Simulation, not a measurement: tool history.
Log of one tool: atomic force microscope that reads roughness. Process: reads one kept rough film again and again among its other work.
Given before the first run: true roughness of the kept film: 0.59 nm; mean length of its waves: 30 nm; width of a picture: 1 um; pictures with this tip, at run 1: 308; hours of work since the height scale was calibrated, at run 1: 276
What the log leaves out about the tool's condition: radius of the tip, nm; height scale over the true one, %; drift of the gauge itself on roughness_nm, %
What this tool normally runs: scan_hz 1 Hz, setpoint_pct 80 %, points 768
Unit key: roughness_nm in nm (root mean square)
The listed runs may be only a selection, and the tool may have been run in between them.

| run | hour | scan_hz | setpoint_pct | points | pictures with this tip | hours of work since the height scale was calibrated | roughness_nm |
|---|---|---|---|---|---|---|---|
| 1 | 0 | 1 | 80 | 768 | 308 | 276 | 0.5454 |
| 2 | 5.7 | 1 | 57 | 768 | 324 | 280 | 0.5649 |
|  | 10.3 | new tip fitted |
| 3 | 14.8 | 1 | 57 | 768 | 12 | 287 | 0.5717 |
| 4 | 22.6 | 1 | 57 | 768 | 33 | 293 | 0.5718 |
| 5 | 27.9 | 1 | 57 | 768 | 48 | 298 | 0.5731 |
| 6 | 36.3 | 1 | 57 | 768 | 71 | 304 | 0.5711 |
| 7 | 40.5 | 1 | 57 | 768 | 82 | 308 | 0.5715 |
| 8 | 48 | 1 | 57 | 768 | 102 | 314 | 0.5708 |
| 9 | 52.4 | 1 | 57 | 383 | 115 | 317 | 0.5657 |
| 10 | 57.3 | 1 | 80 | 768 | 128 | 321 | 0.5482 |
| 11 | 61.7 | 1 | 80 | 768 | 140 | 325 | 0.5483 |
| 12 | 66.1 | 1 | 80 | 768 | 152 | 328 | 0.5474 |
| 13 | 73.7 | 1 | 80 | 768 | 173 | 334 | 0.5457 |
| 14 | 80.7 | 1 | 80 | 768 | 192 | 340 | 0.5469 |
| 15 | 85.6 | 1 | 80 | 768 | 205 | 344 | 0.5462 |
| 16 | 93.3 | 1 | 80 | 768 | 226 | 350 | 0.5459 |
| 17 | 102 | 1 | 80 | 768 | 250 | 357 | 0.5455 |
| 18 | 107.7 | 1 | 80 | 768 | 265 | 361 | 0.546 |
| 19 | 112.7 | 1 | 80 | 768 | 279 | 365 | 0.5461 |
| 20 | 121.1 | 1 | 80 | 768 | 302 | 372 | 0.5437 |
| 21 | 127.7 | 0.66 | 81 | 834 | 320 | 377 | 0.5521 |
|  | 133.9 | new tip fitted |
| 22 | 135.6 | 3.27 | 81 | 295 | 5 | 383 | 0.4843 |
| 23 | 140.2 | 0.99 | 71 | 684 | 17 | 387 | 0.5604 |
| 24 | 147.2 | 0.99 | 71 | 313 | 37 | 392 | 0.5544 |
| 25 | 154 | 0.99 | 71 | 313 | 55 | 398 | 0.5553 |
| 26 | 161.4 | 0.99 | 71 | 313 | 75 | 404 | 0.5527 |
| 27 | 169.4 | 0.72 | 58 | 563 | 97 | 410 | 0.5718 |
| 28 | 173.9 | 2.08 | 56 | 315 | 109 | 414 | 0.5549 |
| 29 | 181.8 | 0.88 | 78 | 316 | 131 | 420 | 0.5482 |
| 30 | 189.2 | 0.88 | 78 | 316 | 151 | 426 | 0.5476 |
| 31 | 195 | 1.58 | 88 | 463 | 167 | 430 | 0.5105 |
| 32 | 200.6 | 3.18 | 78 | 434 | 182 | 435 | 0.4968 |

What will run 33 give?
| 33 | 206 | 3.18 | 78 | 434 | 197 | 439 | ? |

roughness_nm: 0.4989 nm (root mean square)
Without the tool's hidden state the same run would have given roughness_nm 0.5048 nm (root mean square).
